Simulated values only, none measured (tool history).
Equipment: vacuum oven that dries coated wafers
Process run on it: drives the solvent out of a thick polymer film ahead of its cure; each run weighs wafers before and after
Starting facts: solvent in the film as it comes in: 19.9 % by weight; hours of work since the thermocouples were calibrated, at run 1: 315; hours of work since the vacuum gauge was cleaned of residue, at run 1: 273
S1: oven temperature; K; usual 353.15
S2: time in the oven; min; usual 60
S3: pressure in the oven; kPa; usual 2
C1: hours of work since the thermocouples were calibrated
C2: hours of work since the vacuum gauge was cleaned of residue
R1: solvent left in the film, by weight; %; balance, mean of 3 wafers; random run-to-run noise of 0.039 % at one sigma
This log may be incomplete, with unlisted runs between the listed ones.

run,hour,S1,S2,S3,C1,C2,R1
1,0,353.15,60,2,315,273,2.1
2,29.9,353.15,60,2,338,295,2.06
3,56.4,353.15,60,2,358,315,2
4,73.7,349.15,60,2,371,328,3.01
5,95.4,349.15,60,2,387,344,2.97
6,109.5,353.15,60,4.24,398,355,3.48
7,140.1,354.15,70,6.73,420,378,4.62
8,163.8,354.15,70,6.73,438,395,4.54
9,194.2,345.15,60,4.03,461,418,5.82
10,213.2,345.15,60,4.03,475,433,5.87
11,235.9,345.15,60,4.03,492,450,5.82

What if the next run were any one of these 5? Each begins from the tool's condition after run 11:
A,257.5,341.15,56,3.21,509,466,?
B,257.5,362.15,60,2,509,466,?
C,257.5,348.15,38,6.94,509,466,?
D,257.5,361.15,60,2,509,466,?
E,257.5,349.15,43,2,509,466,?

run,R1
A,7.26
B,1.02
C,8.31
D,1.06
E,4.09
What these runs would have given with no unlogged condition in the tool:
run,R1
A,7.55
B,1
C,8.62
D,1.05
E,4.32
